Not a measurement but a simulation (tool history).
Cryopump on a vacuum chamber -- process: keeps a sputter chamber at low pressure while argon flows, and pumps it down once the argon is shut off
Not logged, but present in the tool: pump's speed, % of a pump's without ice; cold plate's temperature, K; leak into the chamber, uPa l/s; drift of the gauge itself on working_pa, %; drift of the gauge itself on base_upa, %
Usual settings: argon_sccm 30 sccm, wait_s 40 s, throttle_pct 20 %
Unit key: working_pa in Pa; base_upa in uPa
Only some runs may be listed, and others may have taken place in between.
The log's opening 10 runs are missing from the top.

run	hour	argon_sccm	wait_s	throttle_pct	hours of work since the pump was warmed up and emptied	hours of work since the cold head was overhauled	hours of work since the chamber's fittings were tightened	working_pa	base_upa
11	109.4	30	40	38	319	319	1711	0.0664	1.77
12	125.1	30	40	20	330	330	1722	0.1246	1.85
13	137.1	30	40	53	338	338	1730	0.0488	1.88
14	150.2	30	40	20	347	347	1740	0.1231	1.86
15	166.2	30	40	20	359	359	1751	0.1254	1.81
16	180.5	30	40	20	369	369	1761	0.1262	1.84
17	194.1	30	40	20	378	378	1771	0.1247	1.83
18	208.0	30	40	20	388	388	1780	0.1241	1.80
19	216.9	30	40	20	394	394	1787	0.1255	1.91
20	227.2	30	40	16	402	402	1794	0.1555	1.91
21	237.4	30	40	16	409	409	1801	0.1539	1.89
22	250.9	30	40	16	418	418	1811	0.1558	1.89
23	258.9	30	40	16	424	424	1816	0.1554	1.93
24	270.0	30	40	16	432	432	1824	0.1560	1.86
25	285.4	12	37	40	443	443	1835	0.0257	1.95
26	295.5	12	37	40	450	450	1842	0.0255	1.97
27	306.3	40	37	57	457	457	1850	0.0633	2.05
28	317.0	40	37	57	465	465	1857	0.0626	1.92
# hour 328.5: leaking fittings of the chamber tightened, without venting
29	328.5	47	109	22	471	471	0	0.1802	0.53
30	344.1	47	109	22	482	482	11	0.1805	0.53
31	351.4	30	128	35	488	488	16	0.0734	0.51
32	362.2	12	264	18	495	495	24	0.0551	0.37
33	370.7	47	251	50	501	501	30	0.0833	0.36
34	380.3	47	251	50	508	508	36	0.0827	0.37

Alternative continuations, all from the tool just after run 34; predict every row:
A	388.1	43	251	53	513	513	42	?	?
B	388.1	32	251	18	513	513	42	?	?
C	388.1	30	25	60	513	513	42	?	?

run	working_pa	base_upa
A	0.0722	0.37
B	0.1484	0.37
C	0.0459	1.80
Without the tool's unlogged condition, the same runs would have read:
run	working_pa	base_upa
A	0.0651	0.31
B	0.1431	0.31
C	0.0409	1.74
